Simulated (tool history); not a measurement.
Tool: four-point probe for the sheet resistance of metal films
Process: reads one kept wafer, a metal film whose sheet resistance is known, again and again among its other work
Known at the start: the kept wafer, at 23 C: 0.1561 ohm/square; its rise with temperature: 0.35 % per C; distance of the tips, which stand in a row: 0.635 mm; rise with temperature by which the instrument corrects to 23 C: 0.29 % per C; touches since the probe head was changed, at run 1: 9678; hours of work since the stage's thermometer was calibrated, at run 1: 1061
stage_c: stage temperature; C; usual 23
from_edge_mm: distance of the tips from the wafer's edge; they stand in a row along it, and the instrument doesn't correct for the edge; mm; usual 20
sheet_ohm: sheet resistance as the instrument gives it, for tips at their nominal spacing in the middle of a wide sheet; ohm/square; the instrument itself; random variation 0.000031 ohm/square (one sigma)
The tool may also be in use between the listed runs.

run	hour	stage_c	from_edge_mm	touches since the probe head was changed	hours of work since the stage's thermometer was calibrated	sheet_ohm
1	0	23	20	9678	1061	0.156093
2	39	23	32	10252	1079	0.155964
3	76.5	23	20	10805	1096	0.156103
4	101.7	23	20	11175	1107	0.156066
5	133.5	23	20	11643	1121	0.15602
6	155.5	23	20	11967	1131	0.156121
7	178.6	23	20	12308	1142	0.156115
8	202.9	20	20	12665	1153	0.155748
9	244.6	20	20	13280	1171	0.155778
10	262.5	20	20	13543	1180	0.155766
11	286.4	23	20	13896	1190	0.15611
12	328.9	23	20	14520	1209	0.156118
13	363.8	23	20	15034	1225	0.156118
14	407.3	23	20	15675	1245	0.156145
15	426.4	23	20	15955	1253	0.15611
16	469.8	23	6	16596	1273	0.157058
17	511.7	23	20	17211	1292	0.156169
# hour 514.3: stage's thermometer calibrated
18	552.5	23	20	17806	17	0.156075
19	572.1	23	20	18094	26	0.156091
# hour 605.1: stage's thermometer calibrated, once more
20	614.3	23	20	18707	4	0.156331
21	638.9	25	7	19070	15	0.157179
22	673.3	31	42	19577	31	0.157005

The next listed run, before its measurement:
23	695.9	24	29	19908	41	?

sheet_ohm: 0.156343 ohm/square
Without the tool's hidden state the same run would have given sheet_ohm 0.156194 ohm/square.
